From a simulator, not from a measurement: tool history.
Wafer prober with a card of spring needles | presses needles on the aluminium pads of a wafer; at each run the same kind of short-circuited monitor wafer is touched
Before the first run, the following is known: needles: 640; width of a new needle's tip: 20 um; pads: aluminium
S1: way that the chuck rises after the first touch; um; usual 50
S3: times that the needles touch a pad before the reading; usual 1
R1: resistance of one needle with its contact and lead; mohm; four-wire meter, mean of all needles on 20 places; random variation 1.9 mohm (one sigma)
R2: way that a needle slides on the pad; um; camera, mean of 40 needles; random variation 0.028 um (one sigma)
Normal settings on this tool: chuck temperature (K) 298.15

run 1 hour=0.0 | S1=50 chuck_temperature_(K)=298.15 S3=1 | R1=384 R2=6.81
-- hour=5.4 tips cleaned on abrasive film
-- hour=21.0 tips cleaned on abrasive film
run 2 hour=21.9 | S1=50 chuck_temperature_(K)=298.15 S3=1 | R1=249 R2=6.85
-- hour=36.0 tips cleaned on abrasive film
run 3 hour=38.9 | S1=38 chuck_temperature_(K)=298.15 S3=1 | R1=374 R2=5.05
-- hour=51.0 tips cleaned on abrasive film
-- hour=65.9 tips cleaned on abrasive film
run 4 hour=67.7 | S1=38 chuck_temperature_(K)=298.15 S3=1 | R1=334 R2=5.05
-- hour=78.8 height of the first contact set anew
-- hour=82.4 tips cleaned on abrasive film
run 5 hour=87.2 | S1=50 chuck_temperature_(K)=298.15 S3=2 | R1=269 R2=7.30
-- hour=98.0 tips cleaned on abrasive film
run 6 hour=110.8 | S1=50 chuck_temperature_(K)=298.15 S3=2 | R1=316 R2=7.28
-- hour=114.3 tips cleaned on abrasive film
-- hour=131.3 tips cleaned on abrasive film
run 7 hour=133.3 | S1=50 chuck_temperature_(K)=298.15 S3=2 | R1=253 R2=7.18
-- hour=148.4 tips cleaned on abrasive film
run 8 hour=150.8 | S1=50 chuck_temperature_(K)=298.15 S3=1 | R1=264 R2=7.16
-- hour=163.7 tips cleaned on abrasive film
-- hour=179.7 tips cleaned on abrasive film
run 9 hour=184.2 | S1=50 chuck_temperature_(K)=341.15 S3=1 | R1=338 R2=7.14
-- hour=195.3 tips cleaned on abrasive film
run 10 hour=206.3 | S1=38 chuck_temperature_(K)=298.15 S3=3 | R1=325 R2=5.45
-- hour=210.3 tips cleaned on abrasive film
-- hour=226.0 tips cleaned on abrasive film
-- hour=240.7 tips cleaned on abrasive film
run 11 hour=240.7 | S1=34 chuck_temperature_(K)=337.15 S3=2 | R1=253 R2=4.79
-- hour=255.2 tips cleaned on abrasive film
run 12 hour=261.4 | S1=35 chuck_temperature_(K)=337.15 S3=2 | R1=382 R2=4.92
-- hour=272.3 tips cleaned on abrasive film
run 13 hour=278.7 | S1=51 chuck_temperature_(K)=367.15 S3=2 | R1=303 R2=7.23
-- hour=286.7 tips cleaned on abrasive film
-- hour=301.6 tips cleaned on abrasive film
run 14 hour=304.3 | S1=56 chuck_temperature_(K)=328.15 S3=1 | R1=274 R2=7.85
-- hour=318.5 tips cleaned on abrasive film
run 15 hour=322.7 | S1=50 chuck_temperature_(K)=313.15 S3=1 | R1=314 R2=7.05
-- hour=333.1 tips cleaned on abrasive film
-- hour=349.0 tips cleaned on abrasive film
run 16 hour=357.6 | S1=50 chuck_temperature_(K)=307.15 S3=2 | R1=315 R2=6.90
-- hour=364.6 tips cleaned on abrasive film
-- hour=379.3 tips cleaned on abrasive film
run 17 hour=379.3 | S1=50 chuck_temperature_(K)=298.15 S3=1 | R1=235 R2=6.98
-- hour=394.3 tips cleaned on abrasive film
-- hour=410.7 tips cleaned on abrasive film
run 18 hour=417.8 | S1=31 chuck_temperature_(K)=308.15 S3=1 | R1=646 R2=4.13

What if the next run were any one of these 5? Each begins from the tool's condition after run 18:
-- hour=426.0 tips cleaned on abrasive film
-- hour=440.5 tips cleaned on abrasive film
run A hour=449.7 | S1=31 chuck_temperature_(K)=348.15 S3=3 | R1=? R2=?
-- hour=426.0 tips cleaned on abrasive film
-- hour=440.5 tips cleaned on abrasive film
run B hour=449.7 | S1=51 chuck_temperature_(K)=321.15 S3=2 | R1=? R2=?
-- hour=426.0 tips cleaned on abrasive film
-- hour=440.5 tips cleaned on abrasive film
run C hour=449.7 | S1=35 chuck_temperature_(K)=298.15 S3=2 | R1=? R2=?
-- hour=426.0 tips cleaned on abrasive film
-- hour=440.5 tips cleaned on abrasive film
run D hour=449.7 | S1=68 chuck_temperature_(K)=378.15 S3=1 | R1=? R2=?
-- hour=426.0 tips cleaned on abrasive film
-- hour=440.5 tips cleaned on abrasive film
run E hour=449.7 | S1=50 chuck_temperature_(K)=308.15 S3=1 | R1=? R2=?

run=A R1=396 R2=4.13
run=B R1=318 R2=7.00
run=C R1=437 R2=4.76
run=D R1=313 R2=9.51
run=E R1=393 R2=6.94
The same runs, with their run-to-run variation unchanged, on a tool lacking any hidden condition would have given:
run=A R1=233 R2=4.53
run=B R1=215 R2=7.40
run=C R1=215 R2=5.16
run=D R1=223 R2=9.91
run=E R1=214 R2=7.34

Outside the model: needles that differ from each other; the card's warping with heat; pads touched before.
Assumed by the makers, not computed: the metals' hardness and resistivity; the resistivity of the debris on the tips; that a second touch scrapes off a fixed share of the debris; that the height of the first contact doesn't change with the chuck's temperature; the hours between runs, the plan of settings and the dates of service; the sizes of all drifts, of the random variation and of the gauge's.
